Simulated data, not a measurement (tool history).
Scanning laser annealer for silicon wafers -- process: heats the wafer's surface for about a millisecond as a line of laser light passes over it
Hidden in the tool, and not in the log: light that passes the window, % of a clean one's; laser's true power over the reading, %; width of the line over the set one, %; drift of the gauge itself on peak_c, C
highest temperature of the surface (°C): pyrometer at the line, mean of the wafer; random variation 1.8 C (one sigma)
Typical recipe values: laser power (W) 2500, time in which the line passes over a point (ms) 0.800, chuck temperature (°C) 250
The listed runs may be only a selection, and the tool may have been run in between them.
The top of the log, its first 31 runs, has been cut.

run    hour  laser power (W)  time in which the line passes over a point (ms)  chuck temperature (°C)  hours of work since the window was cleaned  hours of work since the power meter was calibrated  hours of work since the optics were aligned  highest temperature of the surface (°C)
 32  1270.8             2471                                            0.998                     284                                         325                                                1522                                          148                                     1090
 33  1313.0             2249                                            0.575                     250                                         347                                                1544                                          171                                      777
 34  1366.7             2717                                            0.874                     263                                         376                                                1573                                          199                                     1084
 35  1423.3             2208                                            0.838                     253                                         406                                                1603                                          229                                      905
 36  1478.9             2208                                            0.838                     253                                         435                                                1632                                          259                                      902
 37  1529.5             2676                                            0.811                     250                                         462                                                1659                                          285                                     1018
 38  1586.0             2125                                            0.660                     278                                         492                                                1689                                          315                                      819
 39  1638.8             2500                                            0.888                     259                                         520                                                1717                                          343                                     1016
 40  1678.7             2331                                            0.645                     250                                         541                                                1738                                          364                                      834
 41  1727.9             2331                                            0.645                     250                                         567                                                1764                                          391                                      829

What if the next run were any one of these 3? Each begins from the tool's condition after run 41:
  A  1776.0             2500                                            0.862                     258                                         593                                                1789                                          416                                        ?
  B  1776.0             2510                                            0.645                     218                                         593                                                1789                                          416                                        ?
  C  1776.0             2479                                            0.703                     250                                         593                                                1789                                          416                                        ?

run  highest temperature of the surface (°C)
  A                                     1001
  B                                      845
  C                                      903
Without the tool's unlogged condition, the same runs would have read:
run  highest temperature of the surface (°C)
  A                                     1022
  B                                      863
  C                                      922
